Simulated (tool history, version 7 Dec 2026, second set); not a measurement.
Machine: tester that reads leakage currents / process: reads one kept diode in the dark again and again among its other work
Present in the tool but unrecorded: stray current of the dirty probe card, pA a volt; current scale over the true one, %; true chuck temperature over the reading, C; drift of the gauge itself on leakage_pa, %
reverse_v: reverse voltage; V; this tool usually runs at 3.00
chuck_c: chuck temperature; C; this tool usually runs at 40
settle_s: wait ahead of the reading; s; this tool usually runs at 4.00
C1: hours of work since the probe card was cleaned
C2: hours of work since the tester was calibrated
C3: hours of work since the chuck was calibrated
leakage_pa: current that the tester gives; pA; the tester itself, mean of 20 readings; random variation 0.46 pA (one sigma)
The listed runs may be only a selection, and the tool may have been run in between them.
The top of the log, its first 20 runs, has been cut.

run 21 hour=1142.5 | reverse_v=10.75 chuck_c=40 settle_s=4.00 | C1=867 C2=1991 C3=414 | leakage_pa=281.83
run 22 hour=1175.6 | reverse_v=10.75 chuck_c=40 settle_s=4.00 | C1=893 C2=2017 C3=440 | leakage_pa=282.68
run 23 hour=1223.6 | reverse_v=14.72 chuck_c=40 settle_s=4.37 | C1=931 C2=2056 C3=479 | leakage_pa=328.55
run 24 hour=1259.0 | reverse_v=4.05 chuck_c=33 settle_s=4.37 | C1=960 C2=2084 C3=507 | leakage_pa=105.69
run 25 hour=1330.9 | reverse_v=4.05 chuck_c=33 settle_s=4.37 | C1=1017 C2=2141 C3=564 | leakage_pa=106.13
run 26 hour=1379.1 | reverse_v=4.05 chuck_c=33 settle_s=4.37 | C1=1055 C2=2179 C3=602 | leakage_pa=105.97
run 27 hour=1424.6 | reverse_v=1.42 chuck_c=40 settle_s=2.70 | C1=1091 C2=2215 C3=638 | leakage_pa=106.00
-- hour=1472.1 probe card cleaned and baked
run 28 hour=1502.5 | reverse_v=2.31 chuck_c=53 settle_s=1.44 | C1=24 C2=2275 C3=698 | leakage_pa=323.21
run 29 hour=1543.6 | reverse_v=2.31 chuck_c=53 settle_s=1.44 | C1=57 C2=2308 C3=731 | leakage_pa=324.69
run 30 hour=1583.6 | reverse_v=2.31 chuck_c=53 settle_s=1.44 | C1=89 C2=2339 C3=763 | leakage_pa=322.12
run 31 hour=1626.6 | reverse_v=2.55 chuck_c=30 settle_s=0.84 | C1=123 C2=2374 C3=797 | leakage_pa=68.36
run 32 hour=1684.1 | reverse_v=2.55 chuck_c=30 settle_s=0.84 | C1=169 C2=2419 C3=842 | leakage_pa=68.09
run 33 hour=1738.5 | reverse_v=3.00 chuck_c=30 settle_s=0.36 | C1=212 C2=2463 C3=886 | leakage_pa=76.23

For run 34, what comes out?
run 34 hour=1778.6 | reverse_v=3.00 chuck_c=30 settle_s=0.36 | C1=244 C2=2494 C3=918 | leakage_pa=?

Run 34 measured leakage_pa 75.80 pA.
The same run, on a tool lacking any hidden state, would have yielded leakage_pa 75.90 pA.
